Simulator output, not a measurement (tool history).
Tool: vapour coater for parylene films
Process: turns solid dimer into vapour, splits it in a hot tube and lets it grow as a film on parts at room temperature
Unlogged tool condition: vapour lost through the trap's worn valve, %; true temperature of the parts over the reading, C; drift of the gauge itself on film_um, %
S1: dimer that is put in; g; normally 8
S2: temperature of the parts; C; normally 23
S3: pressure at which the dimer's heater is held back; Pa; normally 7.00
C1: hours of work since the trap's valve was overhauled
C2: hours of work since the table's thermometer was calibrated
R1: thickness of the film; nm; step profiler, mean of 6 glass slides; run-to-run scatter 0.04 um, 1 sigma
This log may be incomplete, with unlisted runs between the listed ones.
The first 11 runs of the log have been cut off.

run	hour	S1	S2	S3	C1	C2	R1
# hour 309.8: trap's valve overhauled
12	323.1	8	23	7.00	5	416	4240
13	350.2	8	16	7.00	16	427	5600
14	395.0	8	16	7.00	34	445	5620
15	419.0	4	23	7.00	44	455	2140
16	450.4	8	23	7.00	57	468	4170
17	483.1	8	23	7.00	70	481	4140
18	504.8	8	23	7.00	78	489	4250
19	550.6	8	26	10.87	97	508	3520
20	569.5	8	30	10.87	104	516	3060
21	611.1	8	30	10.87	121	532	2960
22	635.9	6	28	6.85	131	542	2520
23	678.5	6	25	2.77	148	559	3280
24	709.0	4	23	7.00	161	572	2070
25	735.3	4	35	10.38	171	582	1260
26	761.2	4	35	10.38	182	593	1210
27	780.4	4	35	10.38	189	600	1250
28	824.3	7	32	7.00	207	618	2500
29	855.3	7	32	7.00	219	630	2500
30	875.0	7	32	7.00	227	638	2470
31	900.8	9	20	3.07	238	649	5650
32	931.1	10	17	7.00	250	661	6350
33	965.2	11	30	4.32	264	675	4600
34	1009.3	11	29	4.32	281	692	4710

5 ways to go on from here, each from the tool as it stands after run 34. What would each give?
A	1053.5	8	16	3.33	299	710	?
B	1053.5	8	25	7.00	299	710	?
C	1053.5	8	21	3.37	299	710	?
D	1053.5	3	20	2.43	299	710	?
E	1053.5	3	20	3.41	299	710	?

run	R1
A	5840
B	3730
C	4790
D	1990
E	1860
The same runs, with their run-to-run variation unchanged, on a tool lacking any hidden condition would have given:
run	R1
A	6280
B	4010
C	5150
D	2130
E	1990
